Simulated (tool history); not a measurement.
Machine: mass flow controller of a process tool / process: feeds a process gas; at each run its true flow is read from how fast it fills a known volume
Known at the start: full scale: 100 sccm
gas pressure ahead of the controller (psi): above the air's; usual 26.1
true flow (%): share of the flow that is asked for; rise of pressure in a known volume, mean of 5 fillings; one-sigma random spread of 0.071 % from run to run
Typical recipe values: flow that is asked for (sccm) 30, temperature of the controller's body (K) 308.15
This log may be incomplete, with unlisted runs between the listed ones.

run	hour	flow that is asked for (sccm)	gas pressure ahead of the controller (psi)	temperature of the controller's body (K)	true flow (%)
1	0	30	26.1	308.15	101.18
2	41.6	30	26.1	308.15	101.04
3	91.4	30	26.1	308.15	101.14
4	184.5	23	26.1	308.15	101.31
5	248.5	23	26.1	308.15	101.55
6	308.5	23	26.1	308.15	101.36
7	384.9	30	26.1	294.15	99.87
8	461.8	30	26.1	294.15	99.94
9	531.4	30	34.7	308.15	101.88
10	624.5	30	26.1	295.15	100.26
11	690.7	30	26.1	295.15	100.2
12	767	30	26.1	308.15	101.56
13	856.3	30	26.1	299.15	100.77
14	902.7	30	26.1	299.15	100.91
15	972.5	30	26.1	299.15	100.89
16	1019.9	42	25.7	310.15	101.82
# hour 1029.4: controller's zero set anew
17	1115.1	42	25.7	310.15	101.99
18	1179.6	42	25.7	310.15	102.19
19	1267.7	15	25.1	309.15	104
20	1310.1	91	22.6	305.15	101.71
21	1351.8	60	26.1	312.15	102.43
22	1414.8	60	26.1	312.15	102.48
23	1465.4	30	21.2	308.15	102.24
# hour 1497: controller's zero set anew, once more
24	1518.8	30	23.2	308.15	100.63
25	1597.9	30	23.2	308.15	100.6
26	1695.2	16	31.9	308.15	101.06
27	1743.5	13	22	311.15	101.08
28	1801.7	30	22	308.15	100.78
29	1880.3	30	22	308.15	100.85

Results for each run, recomputed without the tool's hidden state and with each run's random variation untouched:
Unlogged tool condition in this case: flow at rest that the sensor doesn't see, % of full scale; true flow over the shown one, %; drift of the gauge itself on true_pct, %.
run	true flow (%)
1	99.93
2	99.74
3	99.8
4	99.66
5	99.83
6	99.6
7	98.31
8	98.32
9	100.22
10	98.52
11	98.41
12	99.71
13	98.85
14	98.95
15	98.88
16	100.15
17	100
18	100.16
19	99.57
20	100.31
21	100.69
22	100.72
23	99.49
24	99.71
25	99.62
26	99.84
27	99.7
28	99.64
29	99.66
